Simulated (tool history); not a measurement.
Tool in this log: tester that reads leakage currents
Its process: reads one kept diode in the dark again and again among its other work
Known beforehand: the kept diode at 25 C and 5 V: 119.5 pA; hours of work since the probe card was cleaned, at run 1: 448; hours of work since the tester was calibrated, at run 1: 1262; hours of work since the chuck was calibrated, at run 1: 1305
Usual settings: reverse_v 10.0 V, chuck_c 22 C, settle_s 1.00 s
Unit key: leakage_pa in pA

run,hour,reverse_v,chuck_c,settle_s,hours of work since the probe card was cleaned,hours of work since the tester was calibrated,hours of work since the chuck was calibrated,leakage_pa
1,0.0,10.0,22,1.00,448,1262,1305,136.05
2,36.4,10.0,22,1.00,476,1290,1333,136.37
3,55.6,10.0,22,1.00,491,1305,1348,136.05
4,72.6,10.0,22,1.00,504,1318,1361,136.98
5,107.5,10.0,22,1.00,531,1345,1388,138.11
6,142.7,10.0,22,1.00,558,1372,1415,138.39
7,176.1,10.0,22,1.00,584,1398,1440,138.58
8,208.4,10.0,22,1.00,608,1422,1465,138.77
# hour 214.0: tester calibrated
9,249.8,10.0,22,1.00,639,28,1496,140.68
10,280.7,10.0,22,1.00,663,51,1519,140.91
# hour 288.2: tester calibrated, once more
11,304.1,10.0,22,1.00,679,12,1536,139.80
12,337.0,7.4,22,4.03,704,38,1561,124.71
13,371.2,2.0,32,2.18,731,64,1588,186.68
14,404.6,2.0,32,4.72,757,90,1613,185.85
15,438.7,3.9,55,4.83,783,116,1640,1506.95
16,460.5,1.7,29,0.40,800,133,1656,136.67
17,492.3,1.7,43,0.40,824,157,1681,444.03
18,513.2,1.7,43,0.40,840,173,1697,445.49
19,552.5,1.7,43,0.40,870,204,1727,445.22

Here are 5 independent what-if runs from the current tool condition. What would each one return?
A,570.5,3.0,49,7.60,884,218,1741,?
B,570.5,1.4,28,2.44,884,218,1741,?
C,570.5,10.0,50,1.00,884,218,1741,?
D,570.5,5.5,22,4.24,884,218,1741,?
E,570.5,17.4,37,7.47,884,218,1741,?

run,leakage_pa
A,874.05
B,117.28
C,1443.71
D,112.73
E,621.18
Without the tool's hidden state the same runs would have given:
run,leakage_pa
A,771.30
B,100.94
C,1271.12
D,93.28
E,531.03

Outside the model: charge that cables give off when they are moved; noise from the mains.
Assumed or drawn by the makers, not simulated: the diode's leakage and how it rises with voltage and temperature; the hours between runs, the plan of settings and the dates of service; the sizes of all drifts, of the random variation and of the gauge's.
